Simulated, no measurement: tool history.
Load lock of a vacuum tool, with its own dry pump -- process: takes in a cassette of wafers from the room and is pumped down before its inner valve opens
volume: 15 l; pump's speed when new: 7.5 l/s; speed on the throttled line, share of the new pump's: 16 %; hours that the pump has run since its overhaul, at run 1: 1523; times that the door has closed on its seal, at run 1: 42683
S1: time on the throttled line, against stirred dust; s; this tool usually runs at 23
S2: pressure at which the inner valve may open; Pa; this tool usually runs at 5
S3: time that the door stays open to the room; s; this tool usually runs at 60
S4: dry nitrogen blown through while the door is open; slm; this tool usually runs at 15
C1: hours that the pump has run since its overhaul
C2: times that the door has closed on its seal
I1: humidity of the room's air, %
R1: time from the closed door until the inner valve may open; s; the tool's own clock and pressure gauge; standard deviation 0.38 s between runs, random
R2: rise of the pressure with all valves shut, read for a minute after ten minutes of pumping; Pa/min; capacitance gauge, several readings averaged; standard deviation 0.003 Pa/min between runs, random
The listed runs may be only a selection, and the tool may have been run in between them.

{"run": 1, "day": 0.0, "S1": 23, "S2": 5, "S3": 60, "S4": 15, "C1": 1523, "C2": 42683, "I1": 45.0, "R1": 39.7, "R2": 0.758}
{"run": 2, "day": 5.254, "S1": 23, "S2": 5, "S3": 27, "S4": 15, "C1": 1649, "C2": 43204, "I1": 48.1, "R1": 38.6, "R2": 0.749}
{"run": 3, "day": 12.029, "S1": 23, "S2": 5, "S3": 27, "S4": 15, "C1": 1812, "C2": 43875, "I1": 47.0, "R1": 38.9, "R2": 0.768}
{"run": 4, "day": 18.546, "S1": 23, "S2": 5, "S3": 31, "S4": 15, "C1": 1968, "C2": 44521, "I1": 43.6, "R1": 39.3, "R2": 0.777}
{"day": 19.958, "done": "door's seal changed, seat wiped"}
{"run": 5, "day": 23.262, "S1": 23, "S2": 5, "S3": 60, "S4": 15, "C1": 2080, "C2": 327, "I1": 44.6, "R1": 39.3, "R2": 0.053}
{"run": 6, "day": 29.767, "S1": 23, "S2": 5, "S3": 60, "S4": 15, "C1": 2236, "C2": 972, "I1": 46.0, "R1": 39.1, "R2": 0.061}
{"run": 7, "day": 34.546, "S1": 23, "S2": 5, "S3": 60, "S4": 15, "C1": 2351, "C2": 1445, "I1": 44.4, "R1": 39.5, "R2": 0.063}
{"run": 8, "day": 40.725, "S1": 23, "S2": 5, "S3": 60, "S4": 15, "C1": 2499, "C2": 2057, "I1": 41.7, "R1": 38.8, "R2": 0.061}
{"run": 9, "day": 47.054, "S1": 23, "S2": 5, "S3": 158, "S4": 15, "C1": 2651, "C2": 2685, "I1": 45.2, "R1": 39.0, "R2": 0.095}
{"run": 10, "day": 50.696, "S1": 23, "S2": 5, "S3": 60, "S4": 15, "C1": 2738, "C2": 3045, "I1": 46.5, "R1": 38.9, "R2": 0.071}
{"run": 11, "day": 56.092, "S1": 23, "S2": 5, "S3": 60, "S4": 38, "C1": 2868, "C2": 3580, "I1": 45.3, "R1": 38.4, "R2": 0.049}
{"run": 12, "day": 63.112, "S1": 23, "S2": 7, "S3": 60, "S4": 38, "C1": 3036, "C2": 4276, "I1": 44.4, "R1": 38.6, "R2": 0.059}
{"run": 13, "day": 66.579, "S1": 23, "S2": 7, "S3": 60, "S4": 38, "C1": 3119, "C2": 4619, "I1": 45.3, "R1": 38.6, "R2": 0.064}
{"run": 14, "day": 70.125, "S1": 23, "S2": 5, "S3": 62, "S4": 15, "C1": 3205, "C2": 4971, "I1": 45.9, "R1": 39.6, "R2": 0.082}
{"run": 15, "day": 73.792, "S1": 23, "S2": 5, "S3": 60, "S4": 15, "C1": 3293, "C2": 5334, "I1": 45.7, "R1": 39.5, "R2": 0.082}
{"run": 16, "day": 77.267, "S1": 23, "S2": 5, "S3": 60, "S4": 15, "C1": 3376, "C2": 5678, "I1": 47.0, "R1": 39.1, "R2": 0.089}
{"run": 17, "day": 81.938, "S1": 23, "S2": 5, "S3": 194, "S4": 15, "C1": 3488, "C2": 6141, "I1": 45.6, "R1": 39.4, "R2": 0.126}

Run 18 is up next; what results do you expect?
{"run": 18, "day": 85.079, "S1": 23, "S2": 5, "S3": 32, "S4": 15, "C1": 3563, "C2": 6452, "I1": 43.5, "R1": "?", "R2": "?"}

Run 18 produced R1 39.6 s, R2 0.077 Pa/min.
With the hidden condition absent and the run-to-run variation left alone, this run would have shown R1 39.4 s, R2 0.037 Pa/min.
